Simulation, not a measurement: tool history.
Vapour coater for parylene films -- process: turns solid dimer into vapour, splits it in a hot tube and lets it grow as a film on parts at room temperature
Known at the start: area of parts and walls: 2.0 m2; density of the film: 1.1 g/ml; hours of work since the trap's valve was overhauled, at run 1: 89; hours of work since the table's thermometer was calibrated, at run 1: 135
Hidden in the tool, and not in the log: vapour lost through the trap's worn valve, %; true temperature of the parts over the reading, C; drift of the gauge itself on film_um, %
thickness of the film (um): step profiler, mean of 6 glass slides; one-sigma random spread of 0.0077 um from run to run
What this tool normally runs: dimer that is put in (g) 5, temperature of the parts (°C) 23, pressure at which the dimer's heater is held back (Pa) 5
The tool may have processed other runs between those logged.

run,hour,dimer that is put in (g),temperature of the parts (°C),pressure at which the dimer's heater is held back (Pa),hours of work since the trap's valve was overhauled,hours of work since the table's thermometer was calibrated,thickness of the film (um)
1,0,5,23,5,89,135,1.112
2,53.1,5,23,2.09,124,169,1.18
3,113.8,5,23,2.09,164,209,1.152
4,149.5,5,28,5,187,233,0.884
5,182.1,5,28,5,208,254,0.9
6,239.7,5,23,6.18,246,292,1.066
7,295.3,5,23,6.18,283,328,1.059
# hour 304.6: trap's valve overhauled
8,353.5,5,23,6.18,32,364,1.015
9,397.6,5,23,6.18,61,393,1.004
10,444.2,5,23,5,92,423,1.027
# hour 496.1: trap's valve overhauled, once more
11,496.1,5,23,5,0,455,1.182
12,554.7,4,34,4.8,38,493,0.62
13,616.4,5,23,3.12,79,533,1.179
14,673.3,5,23,3.12,116,571,1.169
15,705.2,8,22,3.12,137,592,1.921
16,742.7,5,20,3.12,162,616,1.298
17,802.2,9,20,3.82,201,655,2.299
18,862.1,7,20,3.82,240,694,1.778
19,903,5,20,4.09,267,721,1.262
20,946.1,5,20,4.09,295,749,1.25
21,973.4,5,20,4.42,313,767,1.222

What will run 22 give?
22,1003.9,3,26,5,333,787,?

For run 22 the tool returned thickness of the film (um) 0.583.
Without the tool's hidden state the same run would have given thickness of the film (um) 0.618.
